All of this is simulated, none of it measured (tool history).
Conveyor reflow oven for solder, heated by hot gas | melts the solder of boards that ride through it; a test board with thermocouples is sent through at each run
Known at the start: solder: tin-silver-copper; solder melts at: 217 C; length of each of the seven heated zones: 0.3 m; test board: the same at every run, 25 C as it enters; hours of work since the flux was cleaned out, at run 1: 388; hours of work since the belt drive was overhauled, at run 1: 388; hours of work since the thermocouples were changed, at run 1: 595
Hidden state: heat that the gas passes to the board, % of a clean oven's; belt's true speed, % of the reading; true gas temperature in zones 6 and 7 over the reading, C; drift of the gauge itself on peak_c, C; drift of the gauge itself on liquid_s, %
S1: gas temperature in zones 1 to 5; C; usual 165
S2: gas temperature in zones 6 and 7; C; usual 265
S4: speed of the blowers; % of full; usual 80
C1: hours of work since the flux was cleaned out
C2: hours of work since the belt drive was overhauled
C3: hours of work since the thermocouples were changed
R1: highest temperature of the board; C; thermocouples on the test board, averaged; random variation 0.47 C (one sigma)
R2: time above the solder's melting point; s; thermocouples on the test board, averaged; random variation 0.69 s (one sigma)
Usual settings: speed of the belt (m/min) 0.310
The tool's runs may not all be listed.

{"run": 1, "day": 0.0, "S1": 165, "S2": 265, "speed of the belt (m/min)": 0.31, "S4": 80, "C1": 388, "C2": 388, "C3": 595, "R1": 250.0, "R2": 79.0}
{"run": 2, "day": 1.875, "S1": 165, "S2": 265, "speed of the belt (m/min)": 0.31, "S4": 80, "C1": 413, "C2": 413, "C3": 620, "R1": 248.8, "R2": 79.3}
{"run": 3, "day": 3.154, "S1": 165, "S2": 265, "speed of the belt (m/min)": 0.31, "S4": 80, "C1": 430, "C2": 430, "C3": 638, "R1": 249.1, "R2": 79.9}
{"run": 4, "day": 4.146, "S1": 165, "S2": 265, "speed of the belt (m/min)": 0.31, "S4": 80, "C1": 444, "C2": 444, "C3": 651, "R1": 248.9, "R2": 77.5}
{"run": 5, "day": 5.671, "S1": 165, "S2": 265, "speed of the belt (m/min)": 0.31, "S4": 80, "C1": 464, "C2": 464, "C3": 672, "R1": 250.1, "R2": 80.2}
{"run": 6, "day": 7.171, "S1": 165, "S2": 265, "speed of the belt (m/min)": 0.31, "S4": 80, "C1": 484, "C2": 484, "C3": 692, "R1": 248.8, "R2": 79.4}
{"day": 7.742, "done": "flux residue cleaned out of gas plates and filters"}
{"run": 7, "day": 9.358, "S1": 165, "S2": 265, "speed of the belt (m/min)": 0.253, "S4": 80, "C1": 22, "C2": 511, "C3": 719, "R1": 255.5, "R2": 108.6}
{"run": 8, "day": 11.462, "S1": 165, "S2": 265, "speed of the belt (m/min)": 0.253, "S4": 80, "C1": 50, "C2": 539, "C3": 747, "R1": 255.6, "R2": 106.9}
{"run": 9, "day": 12.946, "S1": 165, "S2": 265, "speed of the belt (m/min)": 0.253, "S4": 51, "C1": 70, "C2": 560, "C3": 767, "R1": 251.2, "R2": 100.4}
{"run": 10, "day": 14.896, "S1": 165, "S2": 265, "speed of the belt (m/min)": 0.253, "S4": 51, "C1": 96, "C2": 586, "C3": 793, "R1": 249.2, "R2": 99.9}
{"run": 11, "day": 16.875, "S1": 165, "S2": 273, "speed of the belt (m/min)": 0.31, "S4": 80, "C1": 123, "C2": 613, "C3": 820, "R1": 256.8, "R2": 87.7}
{"run": 12, "day": 18.683, "S1": 165, "S2": 273, "speed of the belt (m/min)": 0.31, "S4": 80, "C1": 148, "C2": 637, "C3": 844, "R1": 256.3, "R2": 87.9}
{"run": 13, "day": 20.592, "S1": 165, "S2": 273, "speed of the belt (m/min)": 0.31, "S4": 80, "C1": 173, "C2": 663, "C3": 870, "R1": 256.4, "R2": 85.5}
{"run": 14, "day": 22.817, "S1": 165, "S2": 258, "speed of the belt (m/min)": 0.31, "S4": 80, "C1": 203, "C2": 693, "C3": 900, "R1": 243.6, "R2": 71.6}
{"run": 15, "day": 23.838, "S1": 165, "S2": 258, "speed of the belt (m/min)": 0.31, "S4": 80, "C1": 217, "C2": 706, "C3": 914, "R1": 243.3, "R2": 71.5}
{"run": 16, "day": 25.088, "S1": 165, "S2": 271, "speed of the belt (m/min)": 0.31, "S4": 80, "C1": 234, "C2": 723, "C3": 931, "R1": 253.7, "R2": 84.1}
{"run": 17, "day": 26.708, "S1": 165, "S2": 271, "speed of the belt (m/min)": 0.31, "S4": 80, "C1": 256, "C2": 745, "C3": 953, "R1": 254.2, "R2": 86.4}
{"run": 18, "day": 28.138, "S1": 165, "S2": 271, "speed of the belt (m/min)": 0.31, "S4": 80, "C1": 275, "C2": 764, "C3": 972, "R1": 254.2, "R2": 86.3}
{"run": 19, "day": 29.967, "S1": 165, "S2": 265, "speed of the belt (m/min)": 0.251, "S4": 80, "C1": 300, "C2": 789, "C3": 997, "R1": 256.0, "R2": 107.9}
{"run": 20, "day": 31.646, "S1": 156, "S2": 274, "speed of the belt (m/min)": 0.336, "S4": 67, "C1": 322, "C2": 812, "C3": 1019, "R1": 250.1, "R2": 67.3}
{"run": 21, "day": 33.762, "S1": 180, "S2": 265, "speed of the belt (m/min)": 0.31, "S4": 71, "C1": 351, "C2": 840, "C3": 1048, "R1": 250.5, "R2": 87.2}
{"run": 22, "day": 36.05, "S1": 180, "S2": 265, "speed of the belt (m/min)": 0.31, "S4": 71, "C1": 382, "C2": 871, "C3": 1079, "R1": 249.8, "R2": 87.6}
{"run": 23, "day": 37.267, "S1": 180, "S2": 265, "speed of the belt (m/min)": 0.31, "S4": 71, "C1": 398, "C2": 888, "C3": 1095, "R1": 250.5, "R2": 88.0}
{"run": 24, "day": 38.262, "S1": 165, "S2": 279, "speed of the belt (m/min)": 0.348, "S4": 80, "C1": 412, "C2": 901, "C3": 1109, "R1": 257.9, "R2": 79.2}
{"run": 25, "day": 39.571, "S1": 165, "S2": 279, "speed of the belt (m/min)": 0.348, "S4": 80, "C1": 429, "C2": 919, "C3": 1126, "R1": 256.4, "R2": 76.4}
{"run": 26, "day": 41.417, "S1": 165, "S2": 279, "speed of the belt (m/min)": 0.348, "S4": 80, "C1": 454, "C2": 944, "C3": 1151, "R1": 257.9, "R2": 76.3}
{"run": 27, "day": 43.329, "S1": 165, "S2": 279, "speed of the belt (m/min)": 0.348, "S4": 80, "C1": 480, "C2": 969, "C3": 1177, "R1": 256.8, "R2": 76.1}
{"day": 44.162, "done": "flux residue cleaned out of gas plates and filters"}
{"run": 28, "day": 45.792, "S1": 165, "S2": 279, "speed of the belt (m/min)": 0.348, "S4": 80, "C1": 22, "C2": 1000, "C3": 1207, "R1": 256.8, "R2": 77.0}
{"run": 29, "day": 47.133, "S1": 165, "S2": 279, "speed of the belt (m/min)": 0.279, "S4": 52, "C1": 40, "C2": 1018, "C3": 1225, "R1": 259.7, "R2": 99.2}
{"run": 30, "day": 49.133, "S1": 164, "S2": 265, "speed of the belt (m/min)": 0.31, "S4": 79, "C1": 67, "C2": 1045, "C3": 1252, "R1": 249.0, "R2": 78.6}

3 ways to go on from here, each from the tool as it stands after run 30. What would each give?
{"day": 49.408, "done": "thermocouples of zones 6 and 7 changed"}
{"run": "A", "day": 50.788, "S1": 165, "S2": 262, "speed of the belt (m/min)": 0.315, "S4": 62, "C1": 88, "C2": 1066, "C3": 19, "R1": "?", "R2": "?"}
{"day": 49.408, "done": "thermocouples of zones 6 and 7 changed"}
{"run": "B", "day": 50.788, "S1": 164, "S2": 253, "speed of the belt (m/min)": 0.31, "S4": 79, "C1": 88, "C2": 1066, "C3": 19, "R1": "?", "R2": "?"}
{"day": 49.408, "done": "thermocouples of zones 6 and 7 changed"}
{"run": "C", "day": 50.788, "S1": 158, "S2": 265, "speed of the belt (m/min)": 0.31, "S4": 80, "C1": 88, "C2": 1066, "C3": 19, "R1": "?", "R2": "?"}

run=A R1=243.3 R2=67.7
run=B R1=238.5 R2=64.3
run=C R1=248.1 R2=75.0
Without the tool's hidden state the same runs would have given:
run=A R1=243.3 R2=67.7
run=B R1=238.5 R2=64.3
run=C R1=248.1 R2=75.0
